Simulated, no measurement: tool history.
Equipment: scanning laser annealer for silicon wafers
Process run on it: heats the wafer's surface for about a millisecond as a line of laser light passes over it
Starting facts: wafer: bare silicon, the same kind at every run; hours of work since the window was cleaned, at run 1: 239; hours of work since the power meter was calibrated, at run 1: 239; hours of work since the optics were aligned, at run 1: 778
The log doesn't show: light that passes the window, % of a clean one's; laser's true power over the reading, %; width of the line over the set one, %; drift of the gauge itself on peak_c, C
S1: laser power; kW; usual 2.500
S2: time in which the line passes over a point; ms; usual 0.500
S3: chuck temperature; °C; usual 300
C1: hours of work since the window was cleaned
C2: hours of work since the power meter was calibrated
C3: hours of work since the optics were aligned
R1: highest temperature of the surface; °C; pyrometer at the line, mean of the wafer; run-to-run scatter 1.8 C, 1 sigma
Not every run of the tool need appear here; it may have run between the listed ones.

run 1 hour=0.0 | S1=2.500 S2=0.500 S3=300 | C1=239 C2=239 C3=778 | R1=1039
run 2 hour=24.9 | S1=2.500 S2=0.500 S3=300 | C1=253 C2=253 C3=793 | R1=1038
run 3 hour=61.3 | S1=2.500 S2=0.500 S3=300 | C1=274 C2=274 C3=813 | R1=1039
run 4 hour=91.3 | S1=2.500 S2=0.500 S3=300 | C1=291 C2=291 C3=830 | R1=1037
run 5 hour=148.4 | S1=2.500 S2=0.535 S3=300 | C1=323 C2=323 C3=863 | R1=1057
run 6 hour=203.3 | S1=2.348 S2=0.500 S3=300 | C1=354 C2=354 C3=894 | R1=982
run 7 hour=231.1 | S1=2.488 S2=0.500 S3=300 | C1=370 C2=370 C3=909 | R1=1026
-- hour=249.6 optics aligned, line set to its width
run 8 hour=287.8 | S1=2.500 S2=0.500 S3=300 | C1=399 C2=399 C3=22 | R1=1054
run 9 hour=317.9 | S1=2.500 S2=0.500 S3=300 | C1=416 C2=416 C3=39 | R1=1050
run 10 hour=345.2 | S1=2.500 S2=0.500 S3=300 | C1=432 C2=432 C3=54 | R1=1053
run 11 hour=375.1 | S1=2.500 S2=0.500 S3=300 | C1=449 C2=449 C3=71 | R1=1044
run 12 hour=431.4 | S1=2.506 S2=0.500 S3=300 | C1=481 C2=481 C3=103 | R1=1045
run 13 hour=486.8 | S1=2.506 S2=0.500 S3=300 | C1=512 C2=512 C3=134 | R1=1048
run 14 hour=530.7 | S1=2.722 S2=0.500 S3=300 | C1=537 C2=537 C3=159 | R1=1112
run 15 hour=585.6 | S1=2.500 S2=0.500 S3=336 | C1=568 C2=568 C3=191 | R1=1073
run 16 hour=625.1 | S1=2.500 S2=0.500 S3=336 | C1=591 C2=591 C3=213 | R1=1075
run 17 hour=673.4 | S1=2.500 S2=0.500 S3=322 | C1=618 C2=618 C3=240 | R1=1054
run 18 hour=719.0 | S1=2.308 S2=0.500 S3=322 | C1=644 C2=644 C3=266 | R1=993
run 19 hour=751.4 | S1=2.281 S2=0.500 S3=322 | C1=662 C2=662 C3=285 | R1=982
run 20 hour=781.2 | S1=2.281 S2=0.500 S3=322 | C1=679 C2=679 C3=301 | R1=982
run 21 hour=810.9 | S1=2.281 S2=0.500 S3=322 | C1=696 C2=696 C3=318 | R1=984
run 22 hour=861.0 | S1=2.500 S2=0.569 S3=261 | C1=724 C2=724 C3=347 | R1=1037
run 23 hour=913.2 | S1=2.372 S2=0.466 S3=289 | C1=754 C2=754 C3=376 | R1=948
run 24 hour=937.3 | S1=2.372 S2=0.466 S3=289 | C1=768 C2=768 C3=390 | R1=945
run 25 hour=984.0 | S1=2.684 S2=0.416 S3=264 | C1=794 C2=794 C3=416 | R1=981
run 26 hour=1033.6 | S1=2.684 S2=0.416 S3=264 | C1=822 C2=822 C3=445 | R1=974
run 27 hour=1068.8 | S1=2.500 S2=0.500 S3=309 | C1=842 C2=842 C3=465 | R1=1026
run 28 hour=1110.0 | S1=2.500 S2=0.500 S3=309 | C1=865 C2=865 C3=488 | R1=1026
-- hour=1131.6 window over the wafer cleaned
run 29 hour=1142.9 | S1=2.589 S2=0.500 S3=309 | C1=6 C2=883 C3=505 | R1=1099
run 30 hour=1167.9 | S1=2.500 S2=0.500 S3=340 | C1=21 C2=897 C3=520 | R1=1098
run 31 hour=1192.5 | S1=2.500 S2=0.500 S3=340 | C1=35 C2=911 C3=533 | R1=1095
run 32 hour=1225.8 | S1=2.280 S2=0.617 S3=300 | C1=53 C2=930 C3=552 | R1=1053
run 33 hour=1261.1 | S1=2.280 S2=0.617 S3=300 | C1=73 C2=950 C3=572 | R1=1051
run 34 hour=1293.7 | S1=2.500 S2=0.603 S3=300 | C1=92 C2=968 C3=591 | R1=1127
run 35 hour=1340.1 | S1=2.578 S2=0.410 S3=303 | C1=118 C2=995 C3=617 | R1=1008
run 36 hour=1388.5 | S1=2.188 S2=0.587 S3=303 | C1=146 C2=1022 C3=645 | R1=998
run 37 hour=1413.7 | S1=2.379 S2=0.379 S3=303 | C1=160 C2=1037 C3=659 | R1=919
run 38 hour=1463.9 | S1=2.500 S2=0.352 S3=303 | C1=188 C2=1065 C3=687 | R1=930
run 39 hour=1487.6 | S1=2.500 S2=0.352 S3=303 | C1=202 C2=1078 C3=701 | R1=929
run 40 hour=1516.0 | S1=2.500 S2=0.352 S3=303 | C1=218 C2=1095 C3=717 | R1=931

Take each entry between the runs: how does the hidden state at the last listed run before it differ from the hidden state at the first listed run after it?
After run 7, before run 8: optics aligned, line set to its width (hour 249.6)
  light that passes the window, % of a clean one's: 97.81 -> 97.65; laser's true power over the reading, %: 0.27 -> 0.28; width of the line over the set one, %: 4.76 -> 0.14
  measured less the result without the state, R1: -39 -> -19 °C
After run 28, before run 29: window over the wafer cleaned (hour 1131.6)
  light that passes the window, % of a clean one's: 94.87 -> 99.65; laser's true power over the reading, %: 0.4 -> 0.41; width of the line over the set one, %: 2.41 -> 2.49
  measured less the result without the state, R1: -52 -> -12 °C

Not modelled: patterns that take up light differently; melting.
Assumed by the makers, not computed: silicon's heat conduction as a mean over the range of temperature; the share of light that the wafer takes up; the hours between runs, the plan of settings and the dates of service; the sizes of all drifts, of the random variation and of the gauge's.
